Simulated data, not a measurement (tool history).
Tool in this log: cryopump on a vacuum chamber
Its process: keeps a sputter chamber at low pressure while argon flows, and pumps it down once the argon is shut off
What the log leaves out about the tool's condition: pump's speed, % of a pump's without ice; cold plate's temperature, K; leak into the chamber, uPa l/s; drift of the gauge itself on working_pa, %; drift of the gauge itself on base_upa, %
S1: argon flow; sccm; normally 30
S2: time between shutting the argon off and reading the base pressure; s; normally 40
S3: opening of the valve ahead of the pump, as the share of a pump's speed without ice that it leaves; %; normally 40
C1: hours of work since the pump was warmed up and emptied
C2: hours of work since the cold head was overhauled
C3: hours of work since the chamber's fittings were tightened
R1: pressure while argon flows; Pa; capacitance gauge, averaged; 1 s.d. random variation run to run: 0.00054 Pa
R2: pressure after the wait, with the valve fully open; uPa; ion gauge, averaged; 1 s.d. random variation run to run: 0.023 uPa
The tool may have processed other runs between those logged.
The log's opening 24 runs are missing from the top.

{"run": 25, "day": 66.092, "S1": 51, "S2": 138, "S3": 40, "C1": 126, "C2": 1958, "C3": 828, "R1": 0.0917, "R2": 1.23}
{"run": 26, "day": 69.038, "S1": 23, "S2": 138, "S3": 20, "C1": 171, "C2": 2003, "C3": 873, "R1": 0.0809, "R2": 1.32}
{"run": 27, "day": 72.733, "S1": 18, "S2": 23, "S3": 40, "C1": 227, "C2": 2059, "C3": 929, "R1": 0.0337, "R2": 2.34}
{"run": 28, "day": 76.083, "S1": 53, "S2": 297, "S3": 31, "C1": 278, "C2": 2110, "C3": 980, "R1": 0.1242, "R2": 1.4}
{"run": 29, "day": 78.621, "S1": 38, "S2": 62, "S3": 40, "C1": 317, "C2": 2149, "C3": 1019, "R1": 0.0713, "R2": 1.81}
{"day": 81.033, "done": "pump warmed up, emptied and cooled again"}
{"run": 30, "day": 81.883, "S1": 38, "S2": 62, "S3": 40, "C1": 13, "C2": 2196, "C3": 1065, "R1": 0.0665, "R2": 1.58}
{"run": 31, "day": 84.754, "S1": 33, "S2": 95, "S3": 40, "C1": 57, "C2": 2240, "C3": 1109, "R1": 0.0578, "R2": 1.55}
{"run": 32, "day": 86.896, "S1": 14, "S2": 211, "S3": 40, "C1": 89, "C2": 2272, "C3": 1142, "R1": 0.0257, "R2": 1.48}
{"run": 33, "day": 88.425, "S1": 14, "S2": 211, "S3": 40, "C1": 113, "C2": 2296, "C3": 1165, "R1": 0.0253, "R2": 1.48}

Here are 3 independent what-if runs from the current tool condition. What would each one return?
{"run": "A", "day": 91.708, "S1": 30, "S2": 46, "S3": 59, "C1": 163, "C2": 2346, "C3": 1215, "R1": "?", "R2": "?"}
{"run": "B", "day": 91.708, "S1": 30, "S2": 48, "S3": 40, "C1": 163, "C2": 2346, "C3": 1215, "R1": "?", "R2": "?"}
{"run": "C", "day": 91.708, "S1": 27, "S2": 211, "S3": 40, "C1": 163, "C2": 2346, "C3": 1215, "R1": "?", "R2": "?"}

run=A R1=0.0375 R2=2.08
run=B R1=0.0536 R2=1.98
run=C R1=0.0494 R2=1.60
Without the tool's unlogged condition, the same runs would have read:
run=A R1=0.0349 R2=0.71
run=B R1=0.0511 R2=0.64
run=C R1=0.0471 R2=0.24
